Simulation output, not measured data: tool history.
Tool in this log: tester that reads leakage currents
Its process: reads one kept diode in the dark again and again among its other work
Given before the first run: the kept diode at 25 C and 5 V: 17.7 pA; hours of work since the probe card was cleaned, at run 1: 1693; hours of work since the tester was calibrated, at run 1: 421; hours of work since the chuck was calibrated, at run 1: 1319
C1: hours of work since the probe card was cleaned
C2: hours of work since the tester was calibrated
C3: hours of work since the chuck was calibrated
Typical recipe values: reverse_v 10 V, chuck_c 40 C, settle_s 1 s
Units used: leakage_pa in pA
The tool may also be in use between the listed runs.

run 1 hour=0 | reverse_v=10 chuck_c=40 settle_s=1 | C1=1693 C2=421 C3=1319 | leakage_pa=122.63
run 2 hour=78.6 | reverse_v=10 chuck_c=40 settle_s=1 | C1=1744 C2=471 C3=1369 | leakage_pa=123.73
run 3 hour=133.2 | reverse_v=10 chuck_c=40 settle_s=1 | C1=1779 C2=507 C3=1405 | leakage_pa=125.17
run 4 hour=204.9 | reverse_v=10 chuck_c=40 settle_s=1 | C1=1825 C2=553 C3=1451 | leakage_pa=125.55
run 5 hour=242.8 | reverse_v=10 chuck_c=25 settle_s=1 | C1=1850 C2=577 C3=1476 | leakage_pa=49.41
-- hour=273 chuck's temperature calibrated
run 6 hour=284.9 | reverse_v=10 chuck_c=25 settle_s=1 | C1=1876 C2=603 C3=8 | leakage_pa=43.9
run 7 hour=362.1 | reverse_v=10 chuck_c=40 settle_s=0.89 | C1=1926 C2=653 C3=58 | leakage_pa=108.99
run 8 hour=435.1 | reverse_v=10 chuck_c=40 settle_s=0.31 | C1=1973 C2=700 C3=105 | leakage_pa=111.21
run 9 hour=501.6 | reverse_v=2.5 chuck_c=40 settle_s=1 | C1=2016 C2=743 C3=148 | leakage_pa=50.2
run 10 hour=563.5 | reverse_v=14.9 chuck_c=40 settle_s=1 | C1=2056 C2=783 C3=188 | leakage_pa=140.91
run 11 hour=626.5 | reverse_v=14.9 chuck_c=40 settle_s=1 | C1=2097 C2=824 C3=228 | leakage_pa=141.95
run 12 hour=684.9 | reverse_v=3.6 chuck_c=40 settle_s=1 | C1=2134 C2=862 C3=266 | leakage_pa=62.82
run 13 hour=764.7 | reverse_v=3.6 chuck_c=40 settle_s=1 | C1=2186 C2=913 C3=318 | leakage_pa=63.14
run 14 hour=832.3 | reverse_v=10 chuck_c=40 settle_s=1 | C1=2230 C2=957 C3=361 | leakage_pa=115.03
run 15 hour=870.7 | reverse_v=10 chuck_c=40 settle_s=4.6 | C1=2254 C2=982 C3=386 | leakage_pa=114.97
run 16 hour=931.5 | reverse_v=10 chuck_c=40 settle_s=1 | C1=2294 C2=1021 C3=426 | leakage_pa=116.79
run 17 hour=985 | reverse_v=10 chuck_c=40 settle_s=1 | C1=2328 C2=1056 C3=460 | leakage_pa=116.99
run 18 hour=1043.4 | reverse_v=10 chuck_c=40 settle_s=1 | C1=2366 C2=1094 C3=498 | leakage_pa=118.34
run 19 hour=1096 | reverse_v=8.2 chuck_c=40 settle_s=1 | C1=2400 C2=1128 C3=532 | leakage_pa=105.58
run 20 hour=1160.2 | reverse_v=10 chuck_c=40 settle_s=9.5 | C1=2441 C2=1169 C3=573 | leakage_pa=119.53
run 21 hour=1222.2 | reverse_v=10 chuck_c=40 settle_s=9.5 | C1=2481 C2=1209 C3=613 | leakage_pa=119.63
run 22 hour=1304.2 | reverse_v=1.2 chuck_c=52 settle_s=1.52 | C1=2535 C2=1262 C3=666 | leakage_pa=88.13
run 23 hour=1366.9 | reverse_v=1.2 chuck_c=52 settle_s=1.52 | C1=2575 C2=1303 C3=707 | leakage_pa=88.46
run 24 hour=1418.9 | reverse_v=1.2 chuck_c=29 settle_s=1.52 | C1=2609 C2=1336 C3=741 | leakage_pa=16.85
-- hour=1425.1 tester calibrated
-- hour=1438.7 probe card cleaned and baked
run 25 hour=1465.6 | reverse_v=2.5 chuck_c=27 settle_s=4.69 | C1=17 C2=24 C3=767 | leakage_pa=16.74
run 26 hour=1544 | reverse_v=2.2 chuck_c=36 settle_s=1.26 | C1=68 C2=75 C3=818 | leakage_pa=34.11
run 27 hour=1628.5 | reverse_v=2.2 chuck_c=36 settle_s=1.26 | C1=123 C2=130 C3=873 | leakage_pa=34.25
run 28 hour=1692.3 | reverse_v=10 chuck_c=23 settle_s=5.51 | C1=164 C2=171 C3=914 | leakage_pa=25.79
-- hour=1749.7 tester calibrated, once more
run 29 hour=1755.3 | reverse_v=10 chuck_c=23 settle_s=5.51 | C1=203 C2=4 C3=953 | leakage_pa=25.82
run 30 hour=1805.6 | reverse_v=1.1 chuck_c=23 settle_s=1.35 | C1=236 C2=36 C3=986 | leakage_pa=8.33
run 31 hour=1889.1 | reverse_v=5.1 chuck_c=28 settle_s=4.71 | C1=290 C2=90 C3=1040 | leakage_pa=28.21
run 32 hour=1935.3 | reverse_v=5.1 chuck_c=28 settle_s=4.71 | C1=320 C2=120 C3=1070 | leakage_pa=28.39
run 33 hour=2014.9 | reverse_v=5 chuck_c=39 settle_s=1.31 | C1=371 C2=171 C3=1121 | leakage_pa=68.27
run 34 hour=2057.9 | reverse_v=5 chuck_c=39 settle_s=1.31 | C1=399 C2=199 C3=1149 | leakage_pa=68.91
run 35 hour=2109.2 | reverse_v=5 chuck_c=39 settle_s=1.31 | C1=432 C2=232 C3=1182 | leakage_pa=69.38
run 36 hour=2191.3 | reverse_v=13.8 chuck_c=40 settle_s=1 | C1=485 C2=285 C3=1235 | leakage_pa=128.37
run 37 hour=2271.7 | reverse_v=13.8 chuck_c=40 settle_s=1 | C1=537 C2=337 C3=1287 | leakage_pa=130.13
run 38 hour=2330.5 | reverse_v=13.8 chuck_c=40 settle_s=1 | C1=575 C2=375 C3=1325 | leakage_pa=130.61
run 39 hour=2413.9 | reverse_v=13.8 chuck_c=40 settle_s=1 | C1=629 C2=429 C3=1379 | leakage_pa=132.06
run 40 hour=2464.6 | reverse_v=4.6 chuck_c=40 settle_s=0.37 | C1=662 C2=462 C3=1412 | leakage_pa=75.79

4 ways to go on from here, each from the tool as it stands after run 40. What would each give?
run A hour=2542.6 | reverse_v=4.6 chuck_c=36 settle_s=0.37 | C1=712 C2=512 C3=1462 | leakage_pa=?
run B hour=2542.6 | reverse_v=9.8 chuck_c=21 settle_s=5.84 | C1=712 C2=512 C3=1462 | leakage_pa=?
run C hour=2542.6 | reverse_v=3.6 chuck_c=40 settle_s=2.76 | C1=712 C2=512 C3=1462 | leakage_pa=?
run D hour=2542.6 | reverse_v=1.8 chuck_c=40 settle_s=0.37 | C1=712 C2=512 C3=1462 | leakage_pa=?

run=A leakage_pa=56.22
run=B leakage_pa=28.01
run=C leakage_pa=66.41
run=D leakage_pa=47.03
With the hidden condition removed and each run's random variation left untouched, the same runs would have given:
run=A leakage_pa=44.75
run=B leakage_pa=17.58
run=C leakage_pa=53.95
run=D leakage_pa=38.69

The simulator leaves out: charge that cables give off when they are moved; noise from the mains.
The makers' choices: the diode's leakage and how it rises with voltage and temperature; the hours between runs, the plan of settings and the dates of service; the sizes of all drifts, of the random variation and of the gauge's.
